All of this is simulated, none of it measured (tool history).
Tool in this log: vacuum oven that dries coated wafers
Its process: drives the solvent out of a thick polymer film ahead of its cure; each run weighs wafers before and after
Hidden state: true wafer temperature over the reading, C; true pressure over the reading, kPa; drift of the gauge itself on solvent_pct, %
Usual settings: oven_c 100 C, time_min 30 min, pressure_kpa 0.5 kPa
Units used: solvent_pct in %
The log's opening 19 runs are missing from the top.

| run | day | oven_c | time_min | pressure_kpa | hours of work since the thermocouples were calibrated | hours of work since the vacuum gauge was cleaned of residue | solvent_pct |
|---|---|---|---|---|---|---|---|
| 20 | 8.279 | 97 | 36 | 0.902 | 42 | 189 | 2.23 |
| 21 | 8.621 | 111 | 16 | 0.374 | 47 | 194 | 1.79 |
| 22 | 9.158 | 111 | 16 | 0.374 | 55 | 202 | 1.8 |
| 23 | 9.612 | 110 | 30 | 0.864 | 62 | 209 | 0.7 |
| 24 | 10.088 | 110 | 30 | 0.864 | 69 | 216 | 0.69 |
| 25 | 10.529 | 96 | 37 | 0.255 | 76 | 223 | 1.95 |
| 26 | 11.067 | 97 | 22 | 0.54 | 84 | 231 | 4.11 |
| 27 | 11.454 | 114 | 36 | 0.407 | 90 | 237 | 0.24 |
| 28 | 11.758 | 97 | 48 | 1.009 | 95 | 241 | 1.49 |
| 29 | 12.192 | 97 | 16 | 1.872 | 101 | 248 | 6.41 |
| 30 | 12.588 | 97 | 16 | 1.872 | 107 | 254 | 6.4 |

Each row is a separate what-if for the run after 30, all from the same tool condition, not one after another. Results?
| A | 12.954 | 100 | 30 | 0.359 | 113 | 260 | ? |
| B | 12.954 | 97 | 16 | 0.409 | 113 | 260 | ? |
| C | 12.954 | 96 | 16 | 0.367 | 113 | 260 | ? |
| D | 12.954 | 109 | 19 | 0.379 | 113 | 260 | ? |
| E | 12.954 | 97 | 44 | 0.298 | 113 | 260 | ? |

| run | solvent_pct |
|---|---|
| A | 1.85 |
| B | 5.71 |
| C | 6.03 |
| D | 1.58 |
| E | 1.2 |
Had the tool no hidden state, the same runs would have come out as:
| run | solvent_pct |
|---|---|
| A | 1.76 |
| B | 5.63 |
| C | 5.95 |
| D | 1.52 |
| E | 1.11 |
